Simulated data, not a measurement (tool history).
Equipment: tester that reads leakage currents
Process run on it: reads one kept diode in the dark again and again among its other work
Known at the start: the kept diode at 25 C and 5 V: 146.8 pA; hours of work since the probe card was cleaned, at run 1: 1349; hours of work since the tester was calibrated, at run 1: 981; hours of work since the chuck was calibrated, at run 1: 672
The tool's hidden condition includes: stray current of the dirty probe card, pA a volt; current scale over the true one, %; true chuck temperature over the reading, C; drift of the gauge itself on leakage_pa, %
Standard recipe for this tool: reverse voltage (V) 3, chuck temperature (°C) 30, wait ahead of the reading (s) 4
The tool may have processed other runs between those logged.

run	day	reverse voltage (V)	chuck temperature (°C)	wait ahead of the reading (s)	hours of work since the probe card was cleaned	hours of work since the tester was calibrated	hours of work since the chuck was calibrated	current that the tester gives (pA)
1	0	3	30	4	1349	981	672	206.37
2	6.017	3	30	4	1419	1050	741	207.99
3	11.792	5.07	30	4	1486	1117	808	248.08
4	17.8	3	30	4	1555	1186	877	211.34
5	22.592	3	30	4	1611	1242	933	210.98
6	28.6	3	30	4	1680	1311	1002	212.59
7	33.329	3	30	4	1735	1366	1057	214.61
8	41.008	3	30	4	1824	1455	1146	214.59
# day 43.833: probe card cleaned and baked
9	51.483	3	30	4	88	1575	1265	213.65
10	59.033	3	30	4	176	1662	1353	215.54
11	64.242	3	30	4	236	1722	1413	215.32
12	69.342	3	30	4	295	1781	1472	218.37
13	75.804	3	30	4	370	1856	1547	218.76
14	84.929	1.87	26	0.31	475	1961	1652	135.15
15	95.95	3	30	0.31	603	2089	1780	224.96
16	101.288	3	30	0.31	664	2150	1841	225.01
17	109.083	2.78	30	0.62	754	2241	1931	219.58
18	118.396	16.46	50	4	862	2348	2039	1994.69
# day 124.521: chuck's temperature calibrated
19	125.621	12.53	24	1.37	945	2431	13	185.87

Expected results for the next run?
20	134.954	14.18	46	3.85	1053	2539	121	?

{"run 20": {"current that the tester gives (pA)": 1224.53}}
On a tool with no hidden condition, and with the same random variation, this run would have come out at current that the tester gives (pA) 1216.97.

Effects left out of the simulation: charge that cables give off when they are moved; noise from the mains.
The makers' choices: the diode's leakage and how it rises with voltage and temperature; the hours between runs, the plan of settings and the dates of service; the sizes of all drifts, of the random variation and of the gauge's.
